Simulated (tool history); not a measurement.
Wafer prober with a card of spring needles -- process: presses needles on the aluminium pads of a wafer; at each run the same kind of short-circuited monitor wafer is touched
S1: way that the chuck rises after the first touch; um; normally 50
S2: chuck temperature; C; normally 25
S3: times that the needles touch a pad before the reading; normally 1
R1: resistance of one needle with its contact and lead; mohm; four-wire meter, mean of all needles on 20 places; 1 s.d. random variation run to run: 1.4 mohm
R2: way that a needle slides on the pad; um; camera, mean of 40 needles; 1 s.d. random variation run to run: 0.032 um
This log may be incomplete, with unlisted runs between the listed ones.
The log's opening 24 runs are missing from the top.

run   hour  S1   S2  S3   R1     R2
     166.3  -- tips cleaned on abrasive film
 25  166.3  43   25   1  142   7.73
     172.8  -- tips cleaned on abrasive film
 26  173.2  43   63   1  155   7.70
     179.6  -- tips cleaned on abrasive film
 27  179.6  43   63   1  145   7.68
 28  183.5  61   88   1  179  10.97
     186.8  -- tips cleaned on abrasive film
 29  187.4  50  103   1  159   8.95
     193.3  -- tips cleaned on abrasive film
 30  195.0  50  103   1  173   8.97
 31  198.9  50   43   1  212   9.00
     200.2  -- tips cleaned on abrasive film
 32  203.1  51  121   2  176   9.11
     207.2  -- tips cleaned on abrasive film
 33  207.3  59  121   3  144  10.51

Consider 3 possible next runs. They are alternatives, not a sequence: every one starts from the tool as it was left by run 33. What does each give?
     214.3  -- tips cleaned on abrasive film
  A  216.4  59   69   2   ?   ?
     214.3  -- tips cleaned on abrasive film
  B  216.4  59  121   1   ?   ?
     214.3  -- tips cleaned on abrasive film
  C  216.4  50   25   2   ?   ?

run   R1     R2
  A  155  10.59
  B  167  10.56
  C  155   8.91
What these runs would have given with no unlogged condition in the tool:
run   R1     R2
  A  135  10.83
  B  139  10.80
  C  128   9.15
